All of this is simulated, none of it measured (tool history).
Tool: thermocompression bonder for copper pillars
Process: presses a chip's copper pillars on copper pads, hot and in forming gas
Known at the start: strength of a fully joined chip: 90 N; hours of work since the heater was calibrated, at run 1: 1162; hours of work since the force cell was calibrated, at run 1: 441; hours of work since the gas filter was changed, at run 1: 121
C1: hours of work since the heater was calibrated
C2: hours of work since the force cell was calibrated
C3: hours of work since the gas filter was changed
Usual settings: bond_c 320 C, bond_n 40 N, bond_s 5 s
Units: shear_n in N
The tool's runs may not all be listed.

{"run": 1, "day": 0.0, "bond_c": 320, "bond_n": 40, "bond_s": 5, "C1": 1162, "C2": 441, "C3": 121, "shear_n": 50.6}
{"run": 2, "day": 0.788, "bond_c": 320, "bond_n": 40, "bond_s": 5, "C1": 1174, "C2": 454, "C3": 134, "shear_n": 50.8}
{"run": 3, "day": 1.854, "bond_c": 339, "bond_n": 40, "bond_s": 5, "C1": 1191, "C2": 470, "C3": 150, "shear_n": 59.9}
{"run": 4, "day": 2.725, "bond_c": 320, "bond_n": 40, "bond_s": 5, "C1": 1204, "C2": 484, "C3": 164, "shear_n": 49.6}
{"day": 2.8, "done": "forming gas filter changed"}
{"run": 5, "day": 3.729, "bond_c": 320, "bond_n": 40, "bond_s": 5, "C1": 1219, "C2": 499, "C3": 14, "shear_n": 54.8}
{"run": 6, "day": 4.188, "bond_c": 320, "bond_n": 40, "bond_s": 3, "C1": 1227, "C2": 506, "C3": 21, "shear_n": 46.3}
{"run": 7, "day": 4.962, "bond_c": 320, "bond_n": 40, "bond_s": 5, "C1": 1239, "C2": 518, "C3": 33, "shear_n": 53.3}
{"run": 8, "day": 5.438, "bond_c": 320, "bond_n": 40, "bond_s": 5, "C1": 1246, "C2": 525, "C3": 41, "shear_n": 53.3}
{"run": 9, "day": 6.0, "bond_c": 320, "bond_n": 27, "bond_s": 5, "C1": 1255, "C2": 534, "C3": 49, "shear_n": 40.3}
{"run": 10, "day": 6.779, "bond_c": 320, "bond_n": 27, "bond_s": 5, "C1": 1267, "C2": 546, "C3": 62, "shear_n": 40.2}
{"run": 11, "day": 7.654, "bond_c": 320, "bond_n": 27, "bond_s": 5, "C1": 1280, "C2": 560, "C3": 75, "shear_n": 39.6}
{"run": 12, "day": 8.775, "bond_c": 300, "bond_n": 40, "bond_s": 5, "C1": 1298, "C2": 577, "C3": 92, "shear_n": 40.8}
{"run": 13, "day": 9.412, "bond_c": 339, "bond_n": 40, "bond_s": 5, "C1": 1307, "C2": 587, "C3": 102, "shear_n": 61.5}
{"run": 14, "day": 10.354, "bond_c": 339, "bond_n": 40, "bond_s": 5, "C1": 1322, "C2": 601, "C3": 117, "shear_n": 61.6}
{"run": 15, "day": 10.933, "bond_c": 339, "bond_n": 40, "bond_s": 5, "C1": 1331, "C2": 610, "C3": 126, "shear_n": 60.6}
{"run": 16, "day": 11.446, "bond_c": 320, "bond_n": 40, "bond_s": 5, "C1": 1339, "C2": 618, "C3": 134, "shear_n": 50.1}
{"run": 17, "day": 11.925, "bond_c": 320, "bond_n": 40, "bond_s": 5, "C1": 1346, "C2": 626, "C3": 141, "shear_n": 51.1}
{"run": 18, "day": 12.8, "bond_c": 320, "bond_n": 40, "bond_s": 5, "C1": 1360, "C2": 639, "C3": 155, "shear_n": 49.2}
{"day": 13.488, "done": "forming gas filter changed"}
{"run": 19, "day": 13.488, "bond_c": 320, "bond_n": 40, "bond_s": 6, "C1": 1370, "C2": 649, "C3": 0, "shear_n": 58.0}
{"run": 20, "day": 14.396, "bond_c": 320, "bond_n": 40, "bond_s": 6, "C1": 1384, "C2": 664, "C3": 14, "shear_n": 58.6}
{"run": 21, "day": 15.196, "bond_c": 317, "bond_n": 26, "bond_s": 5, "C1": 1397, "C2": 676, "C3": 26, "shear_n": 37.7}
{"run": 22, "day": 16.012, "bond_c": 317, "bond_n": 26, "bond_s": 5, "C1": 1409, "C2": 689, "C3": 39, "shear_n": 37.3}
{"run": 23, "day": 16.821, "bond_c": 319, "bond_n": 40, "bond_s": 3, "C1": 1422, "C2": 701, "C3": 52, "shear_n": 44.6}
{"run": 24, "day": 17.404, "bond_c": 338, "bond_n": 40, "bond_s": 3, "C1": 1431, "C2": 710, "C3": 61, "shear_n": 53.6}
{"run": 25, "day": 18.412, "bond_c": 321, "bond_n": 27, "bond_s": 11, "C1": 1446, "C2": 726, "C3": 76, "shear_n": 51.6}
{"day": 18.625, "done": "heater calibrated with a thermocouple chip"}
{"run": 26, "day": 19.092, "bond_c": 333, "bond_n": 49, "bond_s": 5, "C1": 7, "C2": 735, "C3": 85, "shear_n": 69.1}
{"run": 27, "day": 19.621, "bond_c": 333, "bond_n": 49, "bond_s": 5, "C1": 15, "C2": 743, "C3": 94, "shear_n": 67.8}
{"run": 28, "day": 20.617, "bond_c": 306, "bond_n": 26, "bond_s": 5, "C1": 31, "C2": 759, "C3": 109, "shear_n": 35.0}
{"run": 29, "day": 21.358, "bond_c": 291, "bond_n": 39, "bond_s": 5, "C1": 42, "C2": 770, "C3": 121, "shear_n": 37.7}
{"run": 30, "day": 22.45, "bond_c": 291, "bond_n": 37, "bond_s": 6, "C1": 59, "C2": 787, "C3": 137, "shear_n": 39.0}
{"run": 31, "day": 23.038, "bond_c": 334, "bond_n": 37, "bond_s": 14, "C1": 68, "C2": 796, "C3": 147, "shear_n": 71.7}
{"run": 32, "day": 23.983, "bond_c": 334, "bond_n": 37, "bond_s": 14, "C1": 83, "C2": 811, "C3": 161, "shear_n": 72.2}
{"day": 24.221, "done": "forming gas filter changed"}
{"run": 33, "day": 24.562, "bond_c": 341, "bond_n": 59, "bond_s": 5, "C1": 92, "C2": 819, "C3": 5, "shear_n": 80.7}
{"run": 34, "day": 25.079, "bond_c": 341, "bond_n": 59, "bond_s": 5, "C1": 100, "C2": 827, "C3": 13, "shear_n": 78.5}
{"run": 35, "day": 26.079, "bond_c": 343, "bond_n": 40, "bond_s": 5, "C1": 115, "C2": 843, "C3": 29, "shear_n": 69.3}
{"run": 36, "day": 26.917, "bond_c": 320, "bond_n": 43, "bond_s": 4, "C1": 128, "C2": 856, "C3": 42, "shear_n": 56.3}
{"run": 37, "day": 28.021, "bond_c": 320, "bond_n": 30, "bond_s": 5, "C1": 145, "C2": 873, "C3": 59, "shear_n": 46.4}
{"run": 38, "day": 28.954, "bond_c": 320, "bond_n": 40, "bond_s": 3, "C1": 160, "C2": 887, "C3": 73, "shear_n": 48.4}
{"run": 39, "day": 30.017, "bond_c": 320, "bond_n": 40, "bond_s": 3, "C1": 176, "C2": 904, "C3": 90, "shear_n": 47.2}
{"run": 40, "day": 30.833, "bond_c": 320, "bond_n": 40, "bond_s": 3, "C1": 189, "C2": 916, "C3": 102, "shear_n": 45.8}

The same runs without the tool's hidden state, with the same run-to-run variation:
The hidden state here: true temperature of the bond over the reading, C; force that reaches the chip, % of what is set; oxide that the forming gas leaves, % of the face; drift of the gauge itself on shear_n, %.
run=1 shear_n=58.7
run=2 shear_n=59.5
run=3 shear_n=69.6
run=4 shear_n=59.2
run=5 shear_n=60.0
run=6 shear_n=51.5
run=7 shear_n=59.0
run=8 shear_n=59.3
run=9 shear_n=45.9
run=10 shear_n=46.1
run=11 shear_n=46.0
run=12 shear_n=48.1
run=13 shear_n=69.8
run=14 shear_n=70.5
run=15 shear_n=69.8
run=16 shear_n=59.5
run=17 shear_n=60.8
run=18 shear_n=59.3
run=19 shear_n=63.3
run=20 shear_n=64.4
run=21 shear_n=43.2
run=22 shear_n=43.0
run=23 shear_n=51.3
run=24 shear_n=60.6
run=25 shear_n=59.6
run=26 shear_n=73.6
run=27 shear_n=72.6
run=28 shear_n=38.3
run=29 shear_n=41.7
run=30 shear_n=43.6
run=31 shear_n=79.1
run=32 shear_n=80.3
run=33 shear_n=82.0
run=34 shear_n=80.1
run=35 shear_n=72.0
run=36 shear_n=59.4
run=37 shear_n=49.7
run=38 shear_n=52.4
run=39 shear_n=51.8
run=40 shear_n=50.7
